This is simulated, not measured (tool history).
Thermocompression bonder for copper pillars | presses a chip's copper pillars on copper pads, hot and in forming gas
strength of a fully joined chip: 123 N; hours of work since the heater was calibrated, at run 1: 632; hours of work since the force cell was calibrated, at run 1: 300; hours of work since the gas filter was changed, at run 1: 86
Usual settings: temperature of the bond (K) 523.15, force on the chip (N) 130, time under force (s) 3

run,hour,temperature of the bond (K),force on the chip (N),time under force (s),hours of work since the heater was calibrated,hours of work since the force cell was calibrated,hours of work since the gas filter was changed,force that shears a chip off (N)
1,0,523.15,130,3,632,300,86,66.3
2,9.5,523.15,130,9,639,307,93,90.7
3,13.9,523.15,130,9,642,310,96,89.8
4,21,543.15,130,3,647,316,101,77.1
5,27.6,543.15,130,3,652,320,106,79.1
6,33.9,543.15,130,3,657,325,111,78.9
7,40.9,523.15,130,4,662,330,116,71.2
8,47.5,523.15,130,3,667,335,121,65.7
9,55.7,523.15,130,3,673,341,127,66.9
10,63.8,523.15,130,3,679,347,133,66.4
11,70.7,529.15,130,3,684,352,138,70.3
12,78.5,529.15,130,3,690,358,143,69.4
13,84.3,529.15,130,3,694,362,148,68.8
# hour 93.7: forming gas filter changed
14,93.8,529.15,130,3,701,369,0,71.3
15,98.1,529.15,130,3,704,372,3,72.6
16,104.6,529.15,130,3,709,377,8,72.5
17,113.7,529.15,130,3,715,383,15,74.1
18,122.6,523.15,130,2,722,390,21,59
19,129.2,523.15,130,2,727,395,26,59.3
20,133.4,510.15,130,3,730,398,29,59.3
21,143.9,531.15,180,4,737,406,37,96.2
22,151.9,531.15,180,4,743,411,43,96.6
23,162.4,531.15,180,4,751,419,50,95
24,167.4,531.15,180,4,755,423,54,97.2
25,177.5,531.15,180,4,762,430,62,96.4
26,183.7,531.15,180,4,767,435,66,95.1
27,191.1,523.15,104,3,772,440,72,57.6
28,195.4,523.15,187,3,775,443,75,86.9
29,201.1,523.15,187,3,779,448,79,87.5
30,207.8,523.15,130,6,784,453,84,82.9
31,215.9,523.15,130,6,790,458,90,82.1
32,220.7,522.15,97,7,794,462,93,71.2
33,226,536.15,130,7,798,466,97,95.6
34,236,552.15,79,7,805,473,105,79.2
35,243.6,523.15,89,3,811,479,110,49
36,251.3,542.15,89,2,816,485,116,53.2
37,261.6,542.15,89,2,824,492,123,52.8
38,267.6,532.15,130,3,828,497,128,72.6
39,276,547.15,108,6,834,503,134,90.3
40,281.3,547.15,108,6,838,507,138,88.1

4 ways to go on from here, each from the tool as it stands after run 40. What would each give?
A,289.4,514.15,159,8,844,513,144,?
B,289.4,519.15,104,4,844,513,144,?
C,289.4,540.15,195,3,844,513,144,?
D,289.4,509.15,108,6,844,513,144,?

run,force that shears a chip off (N)
A,93.3
B,59.4
C,97.9
D,63.3
Without the tool's hidden state the same runs would have given:
run,force that shears a chip off (N)
A,87.5
B,53
C,93.8
D,56.5

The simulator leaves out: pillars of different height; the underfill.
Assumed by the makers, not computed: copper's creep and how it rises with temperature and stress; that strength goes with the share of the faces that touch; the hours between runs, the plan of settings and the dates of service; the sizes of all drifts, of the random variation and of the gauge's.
